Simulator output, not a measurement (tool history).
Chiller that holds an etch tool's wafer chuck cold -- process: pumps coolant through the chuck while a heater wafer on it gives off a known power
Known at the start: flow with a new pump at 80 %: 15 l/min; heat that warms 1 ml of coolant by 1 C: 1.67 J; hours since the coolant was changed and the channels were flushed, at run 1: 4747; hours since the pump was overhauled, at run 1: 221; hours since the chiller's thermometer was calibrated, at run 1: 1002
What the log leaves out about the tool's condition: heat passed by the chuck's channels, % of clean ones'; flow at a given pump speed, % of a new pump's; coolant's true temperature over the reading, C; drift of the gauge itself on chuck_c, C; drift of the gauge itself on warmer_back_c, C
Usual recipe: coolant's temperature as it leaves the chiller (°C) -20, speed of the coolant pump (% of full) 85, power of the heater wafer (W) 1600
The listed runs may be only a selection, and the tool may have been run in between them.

run   hour  coolant's temperature as it leaves the chiller (°C)  speed of the coolant pump (% of full)  power of the heater wafer (W)  hours since the coolant was changed and the channels were flushed  hours since the pump was overhauled  hours since the chiller's thermometer was calibrated  chuck's temperature once it has settled (°C)  how much warmer the coolant comes back (C)
  1      0                                                  -20                                     85                           1600                                                               4747                                  221                                                  1002                                          -7.8                                        3.64
  2   57.1                                                  -30                                     85                           1600                                                               4805                                  279                                                  1059                                         -17.7                                        3.55
  3   94.3                                                  -30                                     85                           1600                                                               4842                                  316                                                  1096                                         -17.7                                        3.58
  4  125.8                                                  -30                                     85                           1600                                                               4873                                  347                                                  1128                                         -17.8                                        3.58
  5  153.3                                                  -30                                     85                           1600                                                               4901                                  375                                                  1155                                         -17.7                                        3.59
  6  193.8                                                  -30                                     85                           1600                                                               4941                                  415                                                  1196                                         -17.6                                        3.59
  7  219.5                                                  -30                                     85                           1600                                                               4967                                  441                                                  1221                                         -17.5                                        3.57
  8  261.8                                                  -22                                     81                           2053                                                               5009                                  483                                                  1264                                          -5.4                                         4.8
  9  297.1                                                  -22                                     81                           2053                                                               5045                                  519                                                  1299                                          -5.6                                        4.83
 10  342.1                                                  -24                                     85                           1600                                                               5090                                  564                                                  1344                                         -11.8                                        3.43
 11  376.3                                                  -24                                     98                           1499                                                               5124                                  598                                                  1378                                         -13.8                                        2.89
 12  424.9                                                  -20                                     64                           1577                                                               5172                                  646                                                  1427                                          -4.2                                        4.61
 13  480.6                                                  -20                                     67                           1085                                                               5228                                  702                                                  1482                                          -9.6                                        2.96

Forecast each of these 3 alternatives for the next run:
  A  514.6                                                  -19                                     89                           1348                                                               5262                                  736                                                  1516                                             ?                                           ?
  B  514.6                                                  -23                                     65                           1085                                                               5262                                  736                                                  1516                                             ?                                           ?
  C  514.6                                                  -15                                     85                           1600                                                               5262                                  736                                                  1516                                             ?                                           ?

run  chuck's temperature once it has settled (°C)  how much warmer the coolant comes back (C)
  A                                            -9                                        2.76
  B                                         -12.3                                        3.04
  C                                          -2.7                                        3.49
Without the tool's hidden state the same runs would have given:
run  chuck's temperature once it has settled (°C)  how much warmer the coolant comes back (C)
  A                                            -9                                        2.88
  B                                         -12.3                                        3.17
  C                                          -2.7                                        3.61
